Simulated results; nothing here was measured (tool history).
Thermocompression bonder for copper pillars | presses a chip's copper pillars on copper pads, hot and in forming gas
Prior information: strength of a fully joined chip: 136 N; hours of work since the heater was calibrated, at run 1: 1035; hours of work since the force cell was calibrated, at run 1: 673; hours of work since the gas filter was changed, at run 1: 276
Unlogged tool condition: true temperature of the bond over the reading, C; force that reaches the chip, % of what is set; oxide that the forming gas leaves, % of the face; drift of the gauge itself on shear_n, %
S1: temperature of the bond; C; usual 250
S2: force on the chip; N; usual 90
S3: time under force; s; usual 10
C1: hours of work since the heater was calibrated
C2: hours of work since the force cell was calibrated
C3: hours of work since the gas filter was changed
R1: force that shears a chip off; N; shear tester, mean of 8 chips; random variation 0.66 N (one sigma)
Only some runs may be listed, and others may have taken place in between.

run 1 hour=0 | S1=250 S2=90 S3=10 | C1=1035 C2=673 C3=276 | R1=49
run 2 hour=28.7 | S1=250 S2=90 S3=5 | C1=1055 C2=693 C3=295 | R1=37
run 3 hour=72.2 | S1=250 S2=90 S3=5 | C1=1085 C2=723 C3=325 | R1=36.4
run 4 hour=108.4 | S1=250 S2=90 S3=5 | C1=1110 C2=748 C3=350 | R1=35.1
run 5 hour=150.1 | S1=250 S2=90 S3=5 | C1=1139 C2=777 C3=379 | R1=35.9
run 6 hour=170.4 | S1=250 S2=90 S3=10 | C1=1153 C2=791 C3=393 | R1=45.9
run 7 hour=202.1 | S1=227 S2=90 S3=10 | C1=1175 C2=813 C3=415 | R1=36.1
run 8 hour=232.7 | S1=227 S2=90 S3=10 | C1=1196 C2=834 C3=436 | R1=36
-- hour=267.1 forming gas filter changed
run 9 hour=271.3 | S1=227 S2=90 S3=10 | C1=1222 C2=860 C3=3 | R1=39.5
run 10 hour=312 | S1=227 S2=90 S3=10 | C1=1250 C2=888 C3=31 | R1=38
run 11 hour=341.6 | S1=241 S2=90 S3=10 | C1=1271 C2=909 C3=51 | R1=45.5
run 12 hour=382.5 | S1=241 S2=90 S3=10 | C1=1299 C2=937 C3=80 | R1=44.7
run 13 hour=410.3 | S1=249 S2=90 S3=10 | C1=1318 C2=956 C3=99 | R1=47.8
run 14 hour=454 | S1=250 S2=90 S3=10 | C1=1348 C2=986 C3=129 | R1=48.6

Run 15 comes next. What will it give?
-- hour=461.7 force cell calibrated
run 15 hour=487.1 | S1=250 S2=90 S3=10 | C1=1370 C2=18 C3=151 | R1=?

{"run 15": {"R1": 44.7}}
Minus the tool's unlogged condition, the same run would have read R1 53.9 N.
